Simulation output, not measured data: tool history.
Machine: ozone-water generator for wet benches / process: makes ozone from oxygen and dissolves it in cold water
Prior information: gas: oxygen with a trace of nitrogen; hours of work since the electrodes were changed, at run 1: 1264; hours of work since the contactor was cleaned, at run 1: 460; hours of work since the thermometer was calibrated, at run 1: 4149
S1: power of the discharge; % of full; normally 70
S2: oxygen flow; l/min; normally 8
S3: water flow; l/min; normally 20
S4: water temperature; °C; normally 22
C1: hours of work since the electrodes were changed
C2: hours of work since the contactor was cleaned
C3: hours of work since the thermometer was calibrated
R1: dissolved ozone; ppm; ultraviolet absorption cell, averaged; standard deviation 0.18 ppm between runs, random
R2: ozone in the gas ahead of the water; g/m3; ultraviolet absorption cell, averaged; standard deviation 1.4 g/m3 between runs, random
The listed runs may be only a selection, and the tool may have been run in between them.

{"run": 1, "hour": 0.0, "S1": 70, "S2": 8, "S3": 20, "S4": 22, "C1": 1264, "C2": 460, "C3": 4149, "R1": 24.5, "R2": 255}
{"run": 2, "hour": 87.9, "S1": 70, "S2": 8, "S3": 32, "S4": 22, "C1": 1339, "C2": 535, "C3": 4224, "R1": 15.6, "R2": 256.6}
{"run": 3, "hour": 158.4, "S1": 70, "S2": 8, "S3": 32, "S4": 22, "C1": 1399, "C2": 595, "C3": 4284, "R1": 15.6, "R2": 254.7}
{"run": 4, "hour": 258.4, "S1": 70, "S2": 8, "S3": 32, "S4": 22, "C1": 1484, "C2": 680, "C3": 4369, "R1": 15.4, "R2": 255.6}
{"run": 5, "hour": 315.0, "S1": 70, "S2": 8, "S3": 32, "S4": 22, "C1": 1532, "C2": 728, "C3": 4417, "R1": 15.6, "R2": 256.4}
{"run": 6, "hour": 365.3, "S1": 70, "S2": 7.02, "S3": 20, "S4": 22, "C1": 1575, "C2": 770, "C3": 4460, "R1": 24.8, "R2": 272}
{"run": 7, "hour": 423.7, "S1": 70, "S2": 7.02, "S3": 20, "S4": 22, "C1": 1625, "C2": 820, "C3": 4510, "R1": 24.4, "R2": 272.1}
{"run": 8, "hour": 500.1, "S1": 70, "S2": 7.02, "S3": 20, "S4": 22, "C1": 1690, "C2": 885, "C3": 4575, "R1": 24.5, "R2": 269.8}
{"run": 9, "hour": 623.0, "S1": 70, "S2": 7.02, "S3": 20, "S4": 22, "C1": 1794, "C2": 990, "C3": 4679, "R1": 24.4, "R2": 272.1}
{"run": 10, "hour": 723.7, "S1": 70, "S2": 7.02, "S3": 20, "S4": 22, "C1": 1880, "C2": 1075, "C3": 4765, "R1": 24.6, "R2": 269.1}
{"run": 11, "hour": 774.3, "S1": 70, "S2": 8, "S3": 20, "S4": 22, "C1": 1923, "C2": 1118, "C3": 4808, "R1": 24.1, "R2": 252.9}
{"run": 12, "hour": 856.5, "S1": 70, "S2": 8, "S3": 14, "S4": 22, "C1": 1992, "C2": 1188, "C3": 4877, "R1": 31.5, "R2": 253}
{"run": 13, "hour": 923.5, "S1": 70, "S2": 8, "S3": 14, "S4": 22, "C1": 2049, "C2": 1245, "C3": 4934, "R1": 32, "R2": 251.3}
{"run": 14, "hour": 990.3, "S1": 70, "S2": 8, "S3": 14, "S4": 22, "C1": 2106, "C2": 1302, "C3": 4991, "R1": 32.2, "R2": 252.6}
{"run": 15, "hour": 1048.2, "S1": 70, "S2": 8, "S3": 14, "S4": 22, "C1": 2155, "C2": 1351, "C3": 5040, "R1": 31.8, "R2": 251.4}
{"run": 16, "hour": 1153.4, "S1": 70, "S2": 8, "S3": 14, "S4": 22, "C1": 2245, "C2": 1440, "C3": 5130, "R1": 31.6, "R2": 253.8}
{"run": 17, "hour": 1241.9, "S1": 88, "S2": 8, "S3": 20, "S4": 22, "C1": 2320, "C2": 1516, "C3": 5205, "R1": 26.6, "R2": 280.2}
{"run": 18, "hour": 1352.0, "S1": 75, "S2": 8, "S3": 15, "S4": 24, "C1": 2414, "C2": 1609, "C3": 5299, "R1": 29.4, "R2": 257.9}
{"run": 19, "hour": 1423.6, "S1": 98, "S2": 8.29, "S3": 20, "S4": 22, "C1": 2475, "C2": 1670, "C3": 5360, "R1": 27.7, "R2": 290.2}
{"run": 20, "hour": 1495.7, "S1": 98, "S2": 8.29, "S3": 20, "S4": 22, "C1": 2536, "C2": 1731, "C3": 5421, "R1": 27.8, "R2": 289.2}
{"run": 21, "hour": 1575.7, "S1": 70, "S2": 8, "S3": 14, "S4": 23, "C1": 2604, "C2": 1799, "C3": 5489, "R1": 30.9, "R2": 249.4}
{"hour": 1633.0, "done": "water thermometer calibrated"}
{"run": 22, "hour": 1688.9, "S1": 70, "S2": 8, "S3": 14, "S4": 23, "C1": 2700, "C2": 1895, "C3": 48, "R1": 30.8, "R2": 245.4}
{"run": 23, "hour": 1792.8, "S1": 70, "S2": 8, "S3": 14, "S4": 23, "C1": 2788, "C2": 1983, "C3": 136, "R1": 30.7, "R2": 248.2}
{"run": 24, "hour": 1905.1, "S1": 97, "S2": 4.11, "S3": 14, "S4": 23, "C1": 2883, "C2": 2079, "C3": 231, "R1": 37, "R2": 393.7}
{"run": 25, "hour": 1977.5, "S1": 97, "S2": 7.17, "S3": 14, "S4": 23, "C1": 2945, "C2": 2141, "C3": 293, "R1": 35.8, "R2": 302.7}
{"run": 26, "hour": 2088.1, "S1": 56, "S2": 8, "S3": 27, "S4": 22, "C1": 3039, "C2": 2234, "C3": 387, "R1": 15.6, "R2": 222.9}
{"run": 27, "hour": 2142.3, "S1": 91, "S2": 4.58, "S3": 12, "S4": 15, "C1": 3085, "C2": 2281, "C3": 433, "R1": 47.2, "R2": 363.8}
{"run": 28, "hour": 2208.1, "S1": 70, "S2": 8, "S3": 21, "S4": 14, "C1": 3141, "C2": 2336, "C3": 489, "R1": 25.4, "R2": 244.1}
{"run": 29, "hour": 2313.7, "S1": 70, "S2": 8, "S3": 20, "S4": 18, "C1": 3231, "C2": 2426, "C3": 579, "R1": 24.6, "R2": 243.6}
{"run": 30, "hour": 2384.9, "S1": 70, "S2": 8, "S3": 20, "S4": 29, "C1": 3291, "C2": 2487, "C3": 639, "R1": 20.4, "R2": 243}
{"run": 31, "hour": 2468.7, "S1": 70, "S2": 7, "S3": 20, "S4": 22, "C1": 3363, "C2": 2558, "C3": 710, "R1": 23.1, "R2": 261.9}
{"run": 32, "hour": 2550.1, "S1": 70, "S2": 7, "S3": 20, "S4": 22, "C1": 3432, "C2": 2627, "C3": 780, "R1": 23, "R2": 259.8}
{"run": 33, "hour": 2658.3, "S1": 70, "S2": 7, "S3": 20, "S4": 22, "C1": 3524, "C2": 2719, "C3": 872, "R1": 23.1, "R2": 259.6}
{"run": 34, "hour": 2739.3, "S1": 70, "S2": 7, "S3": 20, "S4": 22, "C1": 3592, "C2": 2788, "C3": 940, "R1": 22.9, "R2": 259.4}

Forecast each of these 3 alternatives for the next run:
{"run": "A", "hour": 2808.2, "S1": 53, "S2": 9.76, "S3": 20, "S4": 16, "C1": 3651, "C2": 2847, "C3": 999, "R1": "?", "R2": "?"}
{"run": "B", "hour": 2808.2, "S1": 55, "S2": 7, "S3": 20, "S4": 24, "C1": 3651, "C2": 2847, "C3": 999, "R1": "?", "R2": "?"}
{"run": "C", "hour": 2808.2, "S1": 70, "S2": 9.02, "S3": 20, "S4": 22, "C1": 3651, "C2": 2847, "C3": 999, "R1": "?", "R2": "?"}

run=A R1=22.1 R2=195.5
run=B R1=19.7 R2=230.8
run=C R1=22.4 R2=230.2
What these runs would have given with no unlogged condition in the tool:
run=A R1=24.7 R2=210.5
run=B R1=22.1 R2=249
run=C R1=25.4 R2=250.8

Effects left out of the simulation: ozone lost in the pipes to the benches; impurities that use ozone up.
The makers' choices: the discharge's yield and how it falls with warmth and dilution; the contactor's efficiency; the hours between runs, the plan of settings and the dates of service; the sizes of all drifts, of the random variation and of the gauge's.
